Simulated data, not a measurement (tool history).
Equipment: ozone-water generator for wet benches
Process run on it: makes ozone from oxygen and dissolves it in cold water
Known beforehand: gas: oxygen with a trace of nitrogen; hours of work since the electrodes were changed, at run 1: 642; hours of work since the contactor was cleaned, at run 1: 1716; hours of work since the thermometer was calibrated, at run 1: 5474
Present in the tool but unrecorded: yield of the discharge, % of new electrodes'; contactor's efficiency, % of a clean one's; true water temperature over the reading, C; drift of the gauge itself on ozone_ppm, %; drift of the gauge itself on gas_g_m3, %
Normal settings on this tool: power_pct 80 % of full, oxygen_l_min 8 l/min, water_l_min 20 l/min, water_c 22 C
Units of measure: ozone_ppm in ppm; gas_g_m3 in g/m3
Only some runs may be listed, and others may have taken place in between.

run    hour  power_pct  oxygen_l_min  water_l_min  water_c  hours of work since the electrodes were changed  hours of work since the contactor was cleaned  hours of work since the thermometer was calibrated  ozone_ppm  gas_g_m3
  1       0         80             8           20       22                                              642                                           1716                                                5474       30.7     219.3
  2   108.5         80             8           20       22                                              739                                           1813                                                5571       30.2       219
  3   199.3         80          4.19           20       22                                              820                                           1894                                                5652       30.8     307.9
  4   315.2         80          4.19           20       22                                              924                                           1998                                                5756       30.6     303.8
  5   437.7         80             8           20       22                                             1034                                           2108                                                5866       30.2     215.2
      457.1  -- water thermometer calibrated
  6   502.7         80             8           20       22                                             1092                                           2165                                                  41       29.7     218.4
  7   642.7         80         13.52           20       22                                             1217                                           2291                                                 166       27.2     164.4
  8   736.1         80         13.52           20       20                                             1301                                           2374                                                 250       28.4     163.6
  9   815.4         80         13.52           20       20                                             1372                                           2445                                                 321       28.1     164.3
 10   928.4         80         13.52           20       20                                             1473                                           2547                                                 422       28.1     163.3
 11  1050.5         80         13.52           20       20                                             1582                                           2656                                                 531       28.2     161.1
 12    1168         80         13.52           20       20                                             1687                                           2761                                                 637       27.7     160.1
 13  1254.5         80             8           20       22                                             1765                                           2839                                                 714       29.2     210.3
 14  1395.7         80             8           20       22                                             1891                                           2965                                                 840       29.3       211
 15  1472.2         80             8           20       22                                             1960                                           3034                                                 909       28.7     208.7
 16  1546.1         80             8           20       24                                             2026                                           3100                                                 975       27.4     211.1
 17    1626         58          7.04           20       24                                             2097                                           3171                                                1047       22.9     183.3
 18  1756.2         58          7.04           20       24                                             2214                                           3288                                                1163       22.9     181.7
 19  1866.1         85             8           27       15                                             2312                                           3386                                                1262         27     214.5
 20    1940         85         13.06           22       15                                             2379                                           3452                                                1328       29.9       166
 21  2042.8         75          4.02           20       22                                             2471                                           3544                                                1420       27.5     283.7
 22  2161.9         48          4.02           16       23                                             2577                                           3651                                                1527       24.1     214.5
 23  2259.8         80          8.84           20       22                                             2665                                           3739                                                1614       27.6     192.9
 24  2395.5         87             8           29       17                                             2787                                           3860                                                1736       24.6     212.7
 25  2521.2         87             8           29       17                                             2899                                           3973                                                1848       24.7     213.4
 26  2645.5         99             8           20       22                                             3010                                           4084                                                1960       31.1     230.6
 27    2716         99             8           20       16                                             3073                                           4147                                                2023       34.6     225.6
 28  2786.2         72           9.4           19       17                                             3136                                           4210                                                2086       28.4     169.9
 29    2920         72           9.4           19       17                                             3256                                           4330                                                2205       28.2     171.9

Difference, measured minus no-hidden-state, one row per run. Run-to-run variation is common to both terms; the gauge's own scatter need not be:
run  ozone_ppm  gas_g_m3
  1       -1.4      -6.4
  2       -1.6      -7.2
  3       -1.7     -11.2
  4       -1.8     -12.2
  5         -2      -9.6
  6         -2     -10.3
  7         -2      -8.5
  8       -2.1        -9
  9       -2.2      -9.5
 10       -2.4       -10
 11       -2.6     -10.7
 12       -2.6     -11.2
 13       -2.8     -15.4
 14         -3     -16.7
 15       -3.1     -17.1
 16         -3     -17.8
 17       -2.2     -12.9
 18       -2.4     -13.5
 19       -3.7     -21.6
 20         -4     -17.2
 21       -3.6     -28.2
 22       -2.5     -15.9
 23       -4.1     -21.7
 24       -4.2     -26.3
 25       -4.3     -27.4
 26       -5.7     -33.3
 27       -6.5     -33.6
 28       -4.6     -21.4
 29       -4.8     -22.5

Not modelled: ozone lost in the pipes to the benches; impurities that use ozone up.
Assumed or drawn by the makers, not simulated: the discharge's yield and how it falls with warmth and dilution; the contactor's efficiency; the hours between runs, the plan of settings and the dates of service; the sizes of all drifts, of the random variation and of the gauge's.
